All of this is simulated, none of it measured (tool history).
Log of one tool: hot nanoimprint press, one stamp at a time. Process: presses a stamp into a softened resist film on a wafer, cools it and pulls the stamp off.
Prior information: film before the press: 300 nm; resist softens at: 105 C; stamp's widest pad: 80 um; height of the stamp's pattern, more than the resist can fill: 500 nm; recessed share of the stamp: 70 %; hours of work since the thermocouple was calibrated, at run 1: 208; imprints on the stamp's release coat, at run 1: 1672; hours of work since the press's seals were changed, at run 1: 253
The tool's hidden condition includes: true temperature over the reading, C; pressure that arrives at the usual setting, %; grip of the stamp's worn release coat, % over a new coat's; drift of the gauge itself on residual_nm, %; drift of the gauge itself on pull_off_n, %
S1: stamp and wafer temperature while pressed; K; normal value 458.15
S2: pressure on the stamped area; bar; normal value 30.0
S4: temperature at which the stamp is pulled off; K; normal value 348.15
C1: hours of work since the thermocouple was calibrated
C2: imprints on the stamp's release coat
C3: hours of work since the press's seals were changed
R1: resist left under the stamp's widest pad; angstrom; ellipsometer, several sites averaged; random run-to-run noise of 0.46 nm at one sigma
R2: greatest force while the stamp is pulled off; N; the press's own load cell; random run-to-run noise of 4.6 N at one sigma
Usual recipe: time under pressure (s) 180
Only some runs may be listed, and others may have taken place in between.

{"run": 1, "day": 0.0, "S1": 458.15, "S2": 30.0, "time under pressure (s)": 180, "S4": 348.15, "C1": 208, "C2": 1672, "C3": 253, "R1": 1773, "R2": 278}
{"run": 2, "day": 0.971, "S1": 458.15, "S2": 30.0, "time under pressure (s)": 180, "S4": 347.15, "C1": 222, "C2": 1738, "C3": 267, "R1": 1774, "R2": 295}
{"run": 3, "day": 2.375, "S1": 458.15, "S2": 30.0, "time under pressure (s)": 180, "S4": 347.15, "C1": 242, "C2": 1832, "C3": 287, "R1": 1772, "R2": 294}
{"run": 4, "day": 4.054, "S1": 458.15, "S2": 30.0, "time under pressure (s)": 180, "S4": 347.15, "C1": 266, "C2": 1945, "C3": 310, "R1": 1776, "R2": 293}
{"day": 4.612, "done": "plate thermocouple calibrated"}
{"run": 5, "day": 5.467, "S1": 458.15, "S2": 30.0, "time under pressure (s)": 180, "S4": 347.15, "C1": 12, "C2": 2032, "C3": 329, "R1": 1744, "R2": 292}
{"day": 6.788, "done": "stamp cleaned and given a new release coat"}
{"run": 6, "day": 7.129, "S1": 458.15, "S2": 25.5, "time under pressure (s)": 180, "S4": 348.15, "C1": 32, "C2": 23, "C3": 349, "R1": 1856, "R2": 229}
{"run": 7, "day": 8.229, "S1": 458.15, "S2": 30.0, "time under pressure (s)": 180, "S4": 348.15, "C1": 48, "C2": 97, "C3": 365, "R1": 1748, "R2": 238}
{"run": 8, "day": 9.646, "S1": 458.15, "S2": 30.0, "time under pressure (s)": 180, "S4": 348.15, "C1": 68, "C2": 192, "C3": 385, "R1": 1746, "R2": 240}
{"run": 9, "day": 10.888, "S1": 458.15, "S2": 30.0, "time under pressure (s)": 180, "S4": 348.15, "C1": 86, "C2": 276, "C3": 402, "R1": 1760, "R2": 233}
{"run": 10, "day": 12.592, "S1": 458.15, "S2": 30.0, "time under pressure (s)": 180, "S4": 348.15, "C1": 110, "C2": 391, "C3": 427, "R1": 1759, "R2": 249}
{"run": 11, "day": 13.558, "S1": 465.15, "S2": 30.0, "time under pressure (s)": 180, "S4": 348.15, "C1": 124, "C2": 456, "C3": 440, "R1": 1527, "R2": 253}
{"run": 12, "day": 14.758, "S1": 464.15, "S2": 30.0, "time under pressure (s)": 180, "S4": 352.15, "C1": 141, "C2": 537, "C3": 457, "R1": 1567, "R2": 220}
{"run": 13, "day": 16.412, "S1": 460.15, "S2": 30.9, "time under pressure (s)": 191, "S4": 333.15, "C1": 164, "C2": 648, "C3": 481, "R1": 1641, "R2": 327}
{"run": 14, "day": 17.2, "S1": 460.15, "S2": 30.9, "time under pressure (s)": 163, "S4": 333.15, "C1": 176, "C2": 701, "C3": 492, "R1": 1723, "R2": 340}
{"run": 15, "day": 18.471, "S1": 460.15, "S2": 30.9, "time under pressure (s)": 163, "S4": 333.15, "C1": 194, "C2": 787, "C3": 510, "R1": 1727, "R2": 327}
{"run": 16, "day": 20.275, "S1": 458.15, "S2": 34.2, "time under pressure (s)": 180, "S4": 343.15, "C1": 219, "C2": 908, "C3": 536, "R1": 1666, "R2": 292}
{"day": 20.954, "done": "press's hydraulic seals changed and the load cell set to zero"}
{"run": 17, "day": 22.412, "S1": 458.15, "S2": 34.2, "time under pressure (s)": 180, "S4": 343.15, "C1": 245, "C2": 1030, "C3": 21, "R1": 1644, "R2": 286}
{"run": 18, "day": 23.521, "S1": 463.15, "S2": 34.2, "time under pressure (s)": 180, "S4": 346.15, "C1": 261, "C2": 1104, "C3": 37, "R1": 1483, "R2": 283}
{"day": 24.454, "done": "plate thermocouple calibrated"}
{"run": 19, "day": 25.542, "S1": 458.15, "S2": 23.0, "time under pressure (s)": 228, "S4": 338.15, "C1": 15, "C2": 1232, "C3": 64, "R1": 1818, "R2": 326}
{"run": 20, "day": 26.388, "S1": 458.15, "S2": 30.0, "time under pressure (s)": 231, "S4": 340.15, "C1": 28, "C2": 1289, "C3": 76, "R1": 1609, "R2": 308}
{"run": 21, "day": 27.579, "S1": 458.15, "S2": 30.0, "time under pressure (s)": 339, "S4": 340.15, "C1": 44, "C2": 1369, "C3": 93, "R1": 1415, "R2": 321}
{"run": 22, "day": 29.238, "S1": 457.15, "S2": 30.0, "time under pressure (s)": 339, "S4": 340.15, "C1": 68, "C2": 1481, "C3": 116, "R1": 1465, "R2": 318}

3 ways to go on from here, each from the tool as it stands after run 22. What would each give?
{"run": "A", "day": 30.25, "S1": 453.15, "S2": 30.0, "time under pressure (s)": 180, "S4": 348.15, "C1": 83, "C2": 1549, "C3": 131, "R1": "?", "R2": "?"}
{"run": "B", "day": 30.25, "S1": 457.15, "S2": 30.0, "time under pressure (s)": 339, "S4": 343.15, "C1": 83, "C2": 1549, "C3": 131, "R1": "?", "R2": "?"}
{"run": "C", "day": 30.25, "S1": 451.15, "S2": 38.1, "time under pressure (s)": 180, "S4": 348.15, "C1": 83, "C2": 1549, "C3": 131, "R1": "?", "R2": "?"}

run=A R1=1924 R2=273
run=B R1=1458 R2=307
run=C R1=1810 R2=282
Without the tool's hidden state the same runs would have given:
run=A R1=1907 R2=225
run=B R1=1443 R2=252
run=C R1=1792 R2=232

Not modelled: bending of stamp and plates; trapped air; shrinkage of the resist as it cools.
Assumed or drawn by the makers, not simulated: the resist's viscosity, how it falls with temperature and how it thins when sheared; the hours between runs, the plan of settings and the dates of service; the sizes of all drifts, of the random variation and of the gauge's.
